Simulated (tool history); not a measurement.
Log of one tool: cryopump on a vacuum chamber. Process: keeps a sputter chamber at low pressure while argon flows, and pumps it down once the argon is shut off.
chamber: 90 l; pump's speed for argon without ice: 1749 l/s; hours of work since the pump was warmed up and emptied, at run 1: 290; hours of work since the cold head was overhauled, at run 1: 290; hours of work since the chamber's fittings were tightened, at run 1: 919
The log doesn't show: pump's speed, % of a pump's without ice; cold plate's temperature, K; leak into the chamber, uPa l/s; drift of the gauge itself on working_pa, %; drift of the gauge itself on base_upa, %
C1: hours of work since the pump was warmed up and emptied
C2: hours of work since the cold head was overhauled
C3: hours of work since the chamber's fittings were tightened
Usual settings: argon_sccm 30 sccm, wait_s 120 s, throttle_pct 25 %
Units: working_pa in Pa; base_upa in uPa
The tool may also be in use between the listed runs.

run 1 hour=0.0 | argon_sccm=30 wait_s=120 throttle_pct=25 | C1=290 C2=290 C3=919 | working_pa=0.1202 base_upa=0.80
run 2 hour=44.1 | argon_sccm=30 wait_s=120 throttle_pct=25 | C1=317 C2=317 C3=946 | working_pa=0.1209 base_upa=0.85
run 3 hour=86.8 | argon_sccm=30 wait_s=42 throttle_pct=25 | C1=344 C2=344 C3=972 | working_pa=0.1219 base_upa=1.66
run 4 hour=117.0 | argon_sccm=30 wait_s=120 throttle_pct=25 | C1=362 C2=362 C3=991 | working_pa=0.1228 base_upa=0.84
run 5 hour=146.8 | argon_sccm=30 wait_s=84 throttle_pct=25 | C1=381 C2=381 C3=1010 | working_pa=0.1219 base_upa=1.08
run 6 hour=169.4 | argon_sccm=30 wait_s=84 throttle_pct=25 | C1=395 C2=395 C3=1024 | working_pa=0.1239 base_upa=1.05
run 7 hour=195.4 | argon_sccm=30 wait_s=84 throttle_pct=25 | C1=411 C2=411 C3=1040 | working_pa=0.1238 base_upa=1.09
run 8 hour=216.4 | argon_sccm=30 wait_s=84 throttle_pct=25 | C1=424 C2=424 C3=1053 | working_pa=0.1225 base_upa=1.12
-- hour=244.1 pump warmed up, emptied and cooled again
run 9 hour=250.7 | argon_sccm=30 wait_s=120 throttle_pct=25 | C1=4 C2=442 C3=1071 | working_pa=0.1157 base_upa=0.83
run 10 hour=268.7 | argon_sccm=30 wait_s=210 throttle_pct=25 | C1=15 C2=453 C3=1082 | working_pa=0.1166 base_upa=0.62
run 11 hour=294.1 | argon_sccm=30 wait_s=210 throttle_pct=25 | C1=31 C2=469 C3=1098 | working_pa=0.1164 base_upa=0.63
run 12 hour=324.2 | argon_sccm=30 wait_s=210 throttle_pct=25 | C1=50 C2=487 C3=1116 | working_pa=0.1169 base_upa=0.65
run 13 hour=349.6 | argon_sccm=30 wait_s=210 throttle_pct=25 | C1=65 C2=503 C3=1132 | working_pa=0.1162 base_upa=0.64
run 14 hour=386.2 | argon_sccm=30 wait_s=210 throttle_pct=25 | C1=88 C2=526 C3=1155 | working_pa=0.1176 base_upa=0.64
run 15 hour=423.6 | argon_sccm=30 wait_s=120 throttle_pct=25 | C1=111 C2=549 C3=1178 | working_pa=0.1189 base_upa=0.83
run 16 hour=454.0 | argon_sccm=30 wait_s=120 throttle_pct=25 | C1=130 C2=568 C3=1197 | working_pa=0.1182 base_upa=0.80
run 17 hour=478.9 | argon_sccm=30 wait_s=120 throttle_pct=25 | C1=145 C2=583 C3=1212 | working_pa=0.1177 base_upa=0.88
run 18 hour=519.5 | argon_sccm=30 wait_s=120 throttle_pct=25 | C1=170 C2=608 C3=1237 | working_pa=0.1189 base_upa=0.85
run 19 hour=546.4 | argon_sccm=30 wait_s=120 throttle_pct=25 | C1=187 C2=625 C3=1254 | working_pa=0.1188 base_upa=0.85
run 20 hour=566.9 | argon_sccm=33 wait_s=249 throttle_pct=41 | C1=200 C2=638 C3=1266 | working_pa=0.0820 base_upa=0.66
run 21 hour=599.6 | argon_sccm=25 wait_s=249 throttle_pct=41 | C1=220 C2=658 C3=1287 | working_pa=0.0619 base_upa=0.67
run 22 hour=637.7 | argon_sccm=12 wait_s=98 throttle_pct=25 | C1=244 C2=681 C3=1310 | working_pa=0.0486 base_upa=0.99
run 23 hour=669.9 | argon_sccm=12 wait_s=98 throttle_pct=25 | C1=263 C2=701 C3=1330 | working_pa=0.0480 base_upa=1.00
run 24 hour=713.0 | argon_sccm=12 wait_s=98 throttle_pct=25 | C1=290 C2=728 C3=1357 | working_pa=0.0477 base_upa=1.00
run 25 hour=756.9 | argon_sccm=12 wait_s=102 throttle_pct=25 | C1=317 C2=755 C3=1384 | working_pa=0.0485 base_upa=1.01
run 26 hour=790.4 | argon_sccm=22 wait_s=43 throttle_pct=20 | C1=338 C2=776 C3=1405 | working_pa=0.1113 base_upa=1.78
run 27 hour=834.1 | argon_sccm=22 wait_s=43 throttle_pct=20 | C1=365 C2=803 C3=1432 | working_pa=0.1109 base_upa=1.73
run 28 hour=862.3 | argon_sccm=21 wait_s=120 throttle_pct=53 | C1=382 C2=820 C3=1449 | working_pa=0.0426 base_upa=0.93
run 29 hour=901.6 | argon_sccm=38 wait_s=29 throttle_pct=27 | C1=407 C2=845 C3=1473 | working_pa=0.1448 base_upa=2.34
run 30 hour=922.2 | argon_sccm=24 wait_s=51 throttle_pct=17 | C1=420 C2=857 C3=1486 | working_pa=0.1422 base_upa=1.58
run 31 hour=945.3 | argon_sccm=27 wait_s=120 throttle_pct=18 | C1=434 C2=872 C3=1501 | working_pa=0.1532 base_upa=0.99
-- hour=955.9 pump warmed up, emptied and cooled again
run 32 hour=976.3 | argon_sccm=27 wait_s=120 throttle_pct=18 | C1=13 C2=888 C3=1517 | working_pa=0.1465 base_upa=0.90
run 33 hour=1008.5 | argon_sccm=39 wait_s=99 throttle_pct=22 | C1=33 C2=908 C3=1537 | working_pa=0.1737 base_upa=0.99
run 34 hour=1027.0 | argon_sccm=34 wait_s=254 throttle_pct=41 | C1=44 C2=919 C3=1548 | working_pa=0.0811 base_upa=0.65
run 35 hour=1048.5 | argon_sccm=38 wait_s=254 throttle_pct=26 | C1=57 C2=932 C3=1561 | working_pa=0.1436 base_upa=0.68

3 ways to go on from here, each from the tool as it stands after run 35. What would each give?
run A hour=1071.5 | argon_sccm=30 wait_s=66 throttle_pct=20 | C1=72 C2=947 C3=1576 | working_pa=? base_upa=?
run B hour=1071.5 | argon_sccm=29 wait_s=62 throttle_pct=26 | C1=72 C2=947 C3=1576 | working_pa=? base_upa=?
run C hour=1071.5 | argon_sccm=41 wait_s=252 throttle_pct=20 | C1=72 C2=947 C3=1576 | working_pa=? base_upa=?

run=A working_pa=0.1460 base_upa=1.29
run=B working_pa=0.1078 base_upa=1.33
run=C working_pa=0.1993 base_upa=0.67
Without the tool's hidden state the same runs would have given:
run=A working_pa=0.1447 base_upa=0.97
run=B working_pa=0.1066 base_upa=1.03
run=C working_pa=0.1975 base_upa=0.36

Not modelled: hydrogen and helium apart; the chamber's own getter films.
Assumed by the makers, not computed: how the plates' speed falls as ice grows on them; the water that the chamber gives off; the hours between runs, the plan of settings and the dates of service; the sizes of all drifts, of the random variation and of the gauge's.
